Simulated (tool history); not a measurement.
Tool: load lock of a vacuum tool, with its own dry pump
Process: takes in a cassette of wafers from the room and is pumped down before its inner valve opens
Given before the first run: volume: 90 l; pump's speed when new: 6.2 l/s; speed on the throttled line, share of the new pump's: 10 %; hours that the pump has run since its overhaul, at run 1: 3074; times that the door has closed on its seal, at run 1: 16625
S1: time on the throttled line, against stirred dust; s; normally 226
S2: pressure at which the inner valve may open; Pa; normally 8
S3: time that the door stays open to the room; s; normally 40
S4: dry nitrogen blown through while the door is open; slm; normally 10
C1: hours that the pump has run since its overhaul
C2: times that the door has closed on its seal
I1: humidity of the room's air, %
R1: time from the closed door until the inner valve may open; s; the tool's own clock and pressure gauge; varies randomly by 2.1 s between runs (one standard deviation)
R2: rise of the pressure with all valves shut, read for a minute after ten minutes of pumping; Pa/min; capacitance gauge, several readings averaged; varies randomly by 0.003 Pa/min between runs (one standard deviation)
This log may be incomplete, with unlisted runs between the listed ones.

run 1 hour=0.0 | S1=226 S2=8 S3=40 S4=10 | C1=3074 C2=16625 | I1=45.5 | R1=342.9 R2=0.382
run 2 hour=113.1 | S1=226 S2=8 S3=40 S4=10 | C1=3187 C2=17150 | I1=48.9 | R1=347.2 R2=0.412
run 3 hour=179.6 | S1=226 S2=8 S3=40 S4=10 | C1=3253 C2=17459 | I1=46.6 | R1=352.0 R2=0.426
run 4 hour=313.4 | S1=116 S2=8 S3=40 S4=10 | C1=3387 C2=18081 | I1=48.1 | R1=250.7 R2=0.454
run 5 hour=433.2 | S1=341 S2=8 S3=40 S4=10 | C1=3507 C2=18638 | I1=42.2 | R1=450.6 R2=0.462
run 6 hour=552.2 | S1=341 S2=8 S3=40 S4=10 | C1=3626 C2=19190 | I1=47.1 | R1=450.5 R2=0.482
run 7 hour=705.0 | S1=341 S2=8 S3=40 S4=10 | C1=3779 C2=19901 | I1=43.3 | R1=452.6 R2=0.515
run 8 hour=867.4 | S1=341 S2=8 S3=40 S4=10 | C1=3941 C2=20655 | I1=46.9 | R1=448.5 R2=0.546
run 9 hour=1027.1 | S1=341 S2=8 S3=40 S4=10 | C1=4101 C2=21397 | I1=45.5 | R1=450.4 R2=0.563
run 10 hour=1169.7 | S1=341 S2=8 S3=40 S4=10 | C1=4243 C2=22059 | I1=45.9 | R1=451.0 R2=0.591
run 11 hour=1294.5 | S1=341 S2=8 S3=40 S4=10 | C1=4368 C2=22640 | I1=47.8 | R1=446.8 R2=0.619
run 12 hour=1399.0 | S1=226 S2=8 S3=40 S4=6 | C1=4473 C2=23125 | I1=46.6 | R1=350.5 R2=0.647
-- hour=1517.0 door's seal changed, seat wiped
run 13 hour=1555.3 | S1=226 S2=8 S3=40 S4=6 | C1=4628 C2=178 | I1=45.4 | R1=348.2 R2=0.029
run 14 hour=1672.6 | S1=226 S2=8 S3=40 S4=6 | C1=4745 C2=723 | I1=47.5 | R1=349.1 R2=0.035
run 15 hour=1832.7 | S1=198 S2=8 S3=40 S4=10 | C1=4905 C2=1467 | I1=45.8 | R1=322.6 R2=0.038
run 16 hour=1927.0 | S1=198 S2=8 S3=40 S4=10 | C1=4999 C2=1905 | I1=43.0 | R1=321.0 R2=0.039
run 17 hour=2071.7 | S1=198 S2=8 S3=40 S4=10 | C1=5144 C2=2578 | I1=44.0 | R1=323.4 R2=0.047
run 18 hour=2201.0 | S1=226 S2=8 S3=71 S4=10 | C1=5273 C2=3179 | I1=42.4 | R1=348.9 R2=0.064
run 19 hour=2316.4 | S1=262 S2=8 S3=40 S4=10 | C1=5389 C2=3715 | I1=47.2 | R1=377.6 R2=0.062
run 20 hour=2407.0 | S1=262 S2=8 S3=40 S4=10 | C1=5479 C2=4135 | I1=48.6 | R1=382.0 R2=0.078
run 21 hour=2525.5 | S1=262 S2=8 S3=40 S4=10 | C1=5598 C2=4686 | I1=44.7 | R1=382.7 R2=0.078
run 22 hour=2606.9 | S1=262 S2=8 S3=40 S4=10 | C1=5679 C2=5064 | I1=45.2 | R1=379.5 R2=0.082
run 23 hour=2709.6 | S1=262 S2=8 S3=40 S4=10 | C1=5782 C2=5542 | I1=45.7 | R1=378.0 R2=0.090
run 24 hour=2870.1 | S1=262 S2=8 S3=40 S4=10 | C1=5942 C2=6287 | I1=44.9 | R1=384.2 R2=0.106
run 25 hour=2966.5 | S1=262 S2=8 S3=40 S4=10 | C1=6039 C2=6735 | I1=47.8 | R1=379.6 R2=0.110
run 26 hour=3076.0 | S1=133 S2=9 S3=122 S4=17 | C1=6148 C2=7244 | I1=37.7 | R1=269.1 R2=0.139
run 27 hour=3203.2 | S1=195 S2=11 S3=64 S4=14 | C1=6275 C2=7835 | I1=44.4 | R1=318.1 R2=0.137
run 28 hour=3351.0 | S1=195 S2=11 S3=64 S4=14 | C1=6423 C2=8522 | I1=46.0 | R1=316.3 R2=0.154
run 29 hour=3485.8 | S1=226 S2=6 S3=40 S4=24 | C1=6558 C2=9148 | I1=44.3 | R1=353.8 R2=0.152
run 30 hour=3599.1 | S1=226 S2=6 S3=40 S4=24 | C1=6671 C2=9674 | I1=42.7 | R1=355.7 R2=0.164
run 31 hour=3703.6 | S1=226 S2=6 S3=219 S4=24 | C1=6776 C2=10160 | I1=45.1 | R1=355.2 R2=0.209
run 32 hour=3861.7 | S1=226 S2=6 S3=165 S4=31 | C1=6934 C2=10895 | I1=43.5 | R1=350.7 R2=0.208
run 33 hour=3997.4 | S1=226 S2=9 S3=40 S4=10 | C1=7070 C2=11525 | I1=46.0 | R1=350.1 R2=0.207
run 34 hour=4136.8 | S1=226 S2=9 S3=40 S4=10 | C1=7209 C2=12173 | I1=47.9 | R1=350.4 R2=0.225
run 35 hour=4260.5 | S1=270 S2=9 S3=38 S4=36 | C1=7333 C2=12747 | I1=46.8 | R1=395.0 R2=0.240
run 36 hour=4384.1 | S1=378 S2=8 S3=61 S4=7 | C1=7456 C2=13322 | I1=44.0 | R1=488.3 R2=0.271

Run 37, settings as shown, results not yet in. Your forecast:
run 37 hour=4515.3 | S1=378 S2=8 S3=61 S4=7 | C1=7588 C2=13932 | I1=41.2 | R1=? R2=?

R1: 485.7 s
R2: 0.284 Pa/min
On a tool with no hidden condition, and with the same random variation, this run would have come out at R1 476.9 s, R2 0.028 Pa/min.
